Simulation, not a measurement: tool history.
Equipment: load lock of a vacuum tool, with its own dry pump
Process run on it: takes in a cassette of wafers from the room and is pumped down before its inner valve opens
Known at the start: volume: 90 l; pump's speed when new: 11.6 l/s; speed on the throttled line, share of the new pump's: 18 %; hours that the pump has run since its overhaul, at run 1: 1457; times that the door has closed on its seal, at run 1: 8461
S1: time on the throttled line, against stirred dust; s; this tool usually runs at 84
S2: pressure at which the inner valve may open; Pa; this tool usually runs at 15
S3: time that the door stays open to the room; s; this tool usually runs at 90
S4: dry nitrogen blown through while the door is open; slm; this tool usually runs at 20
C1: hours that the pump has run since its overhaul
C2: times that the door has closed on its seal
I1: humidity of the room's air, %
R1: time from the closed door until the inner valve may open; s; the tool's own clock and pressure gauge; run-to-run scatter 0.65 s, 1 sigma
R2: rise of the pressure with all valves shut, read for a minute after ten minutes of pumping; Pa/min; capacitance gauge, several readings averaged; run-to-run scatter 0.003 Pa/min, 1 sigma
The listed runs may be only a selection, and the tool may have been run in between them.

run    hour   S1  S2   S3  S4     C1     C2    I1     R1     R2
  1     0.0   84  15   90  20   1457   8461  44.5  138.5  0.055
  2   296.6   84  15   90   8   1754   9524  47.1  139.9  0.081
  3   483.7   84  15   90   8   1941  10194  44.4  139.3  0.073
  4   733.3   84  15   90   8   2190  11088  42.8  139.6  0.078
  5   992.3   84  15   90   7   2449  12017  50.2  140.6  0.088
  6  1273.5   84  15   90   7   2731  13025  48.9  141.2  0.090
  7  1539.7   84  15   90  20   2997  13979  43.8  141.5  0.078
  8  1861.5   84  15   90   4   3319  15132  45.2  141.2  0.103
  9  2136.7   84  15   90   4   3594  16118  44.8  142.1  0.104
 10  2380.5   84  15   90   4   3838  16992  45.7  141.1  0.100
 11  2704.4   84  15   90   4   4162  18152  45.2  141.6  0.108
 12  2928.2   84  15   90   4   4385  18954  46.7  141.4  0.112
 13  3139.4   84  15   90   4   4596  19711  43.6  142.5  0.108
 14  3361.0   84  15   33  20   4818  20506  45.7  141.2  0.079
 15  3508.3   84  15   33  20   4965  21033  44.6  142.7  0.081
 16  3782.7   84  15  148  20   5240  22017  45.5  142.8  0.124
 17  4084.8   84  15  148  20   5542  23099  44.2  143.1  0.125
 18  4271.7   84  15   90  20   5729  23769  45.2  142.5  0.117
 19  4597.1   84  15   90  20   6054  24935  42.2  143.3  0.117
 20  4851.6   68  15   90  29   6309  25848  47.5  129.9  0.120
 21  5178.8   43  15  172  20   6636  27020  44.6  112.4  0.140
 22  5460.9   84  15   77  20   6918  28031  48.0  143.7  0.126
 23  5756.6   66  19  112  17   7214  29091  46.7  128.3  0.147
 24  6051.4   82  11   94  18   7509  30147  42.9  147.0  0.144
 25  6305.6   82  11   94  18   7763  31058  48.0  147.9  0.156
 26  6458.5   86  14   56  37   7916  31606  44.0  148.1  0.126
 27  6772.8   84  28   90  20   8230  32732  45.0  140.0  0.160
 28  6947.0   84  15   39  20   8404  33357  44.4  145.5  0.140
 29  7256.3   84  15   39  20   8713  34465  44.0  147.3  0.146
 30  7398.8   84  15   39  20   8856  34976  42.7  145.4  0.146
 31  7559.8   61  10   90  20   9017  35553  46.1  132.4  0.170
 32  7790.4   61  10   90  20   9247  36379  44.6  132.9  0.171
 33  8013.0   61  10   90  20   9470  37177  44.1  133.1  0.171
 34  8289.9   84  13   90  20   9747  38169  43.8  150.3  0.181
 35  8541.7  138  10   90  12   9999  39072  39.0  195.5  0.190
 36  8709.7  127  15   96  30  10167  39674  45.5  180.7  0.185
 37  8996.5   69  15   90  16  10454  40701  44.3  136.4  0.202

What if the next run were any one of these 4? Each begins from the tool's condition after run 37:
  A  9151.2  85  15  35  16  10608  41256  45.4   ?   ?
  B  9151.2  95  15  90  16  10608  41256  42.0   ?   ?
  C  9151.2  84  21  90   5  10608  41256  48.1   ?   ?
  D  9151.2  57  25  90   4  10608  41256  46.5   ?   ?

run     R1     R2
  A  150.4  0.186
  B  157.9  0.202
  C  146.2  0.227
  D  123.6  0.212
Had the tool no hidden state, the same runs would have come out as:
run     R1     R2
  A  139.0  0.024
  B  146.6  0.040
  C  135.2  0.066
  D  111.8  0.057
